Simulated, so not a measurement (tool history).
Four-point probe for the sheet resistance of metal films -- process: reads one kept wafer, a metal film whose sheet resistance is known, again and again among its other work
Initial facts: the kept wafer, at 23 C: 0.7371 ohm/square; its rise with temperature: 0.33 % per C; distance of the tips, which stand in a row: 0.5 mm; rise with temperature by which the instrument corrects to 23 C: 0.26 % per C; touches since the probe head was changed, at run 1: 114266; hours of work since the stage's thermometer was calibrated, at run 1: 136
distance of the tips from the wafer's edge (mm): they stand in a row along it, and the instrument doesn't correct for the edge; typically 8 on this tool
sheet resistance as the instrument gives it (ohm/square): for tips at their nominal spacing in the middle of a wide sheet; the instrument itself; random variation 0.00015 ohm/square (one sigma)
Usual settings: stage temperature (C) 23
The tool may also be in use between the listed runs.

run,hour,stage temperature (C),distance of the tips from the wafer's edge (mm),touches since the probe head was changed,hours of work since the stage's thermometer was calibrated,sheet resistance as the instrument gives it (ohm/square)
1,0,23,8,114266,136,0.749633
2,10.8,23,14,114808,142,0.748852
3,28.1,23,25,115672,153,0.748513
4,41.7,23,25,116355,161,0.748196
5,59.6,24,8,117252,172,0.750327
6,80,24,8,118278,184,0.750324
7,99.1,23,8,119234,196,0.750052
8,112.3,23,8,119895,204,0.750235
9,130.5,23,10,120806,215,0.749608
10,140.9,23,5,121328,221,0.752609
11,160.7,23,8,122321,233,0.750261
12,181.7,23,8,123374,246,0.750143
13,205.8,23,8,124579,260,0.750146
14,217,23,11,125141,267,0.749477
15,235.5,23,11,126071,278,0.749678
16,258.4,31,8,127219,292,0.754545
17,270.9,19,8,127843,299,0.748309
18,285.9,19,8,128596,308,0.74863
19,309.4,19,8,129775,323,0.748822
# hour 323.7: new probe head fitted
20,326.9,24,4,160,333,0.744767
21,349,27,15,1267,346,0.74058
22,370.8,27,7,2359,359,0.742384
23,393.4,28,26,3492,373,0.741239
24,404.3,23,59,4039,379,0.73849
25,423.8,23,23,5018,391,0.738758
26,444.2,30,8,6040,403,0.743217
27,467.6,28,17,7211,418,0.74166
28,480.8,28,17,7875,426,0.741904
29,497.9,28,17,8730,436,0.741478
30,515.4,28,17,9606,446,0.741493
31,535.5,29,12,10614,459,0.742459
32,555.1,21,8,11599,470,0.739485
33,573.2,32,5,12507,481,0.747417
34,591.6,31,40,13429,492,0.74322
35,602.2,31,35,13957,499,0.74311
36,613.4,20,5,14522,506,0.741763
37,627.1,29,7,15203,514,0.744411

Consider 4 possible next runs. They are alternatives, not a sequence: every one starts from the tool as it was left by run 37. What does each give?
A,639.4,28,3,15821,521,?
B,639.4,29,18,15821,521,?
C,639.4,25,5,15821,521,?
D,639.4,22,18,15821,521,?

run,sheet resistance as the instrument gives it (ohm/square)
A,0.752714
B,0.742676
C,0.744358
D,0.739077
Take away the tool's hidden state, keep each run's random variation, and the runs would have read:
run,sheet resistance as the instrument gives it (ohm/square)
A,0.75043
B,0.740417
C,0.742101
D,0.736839
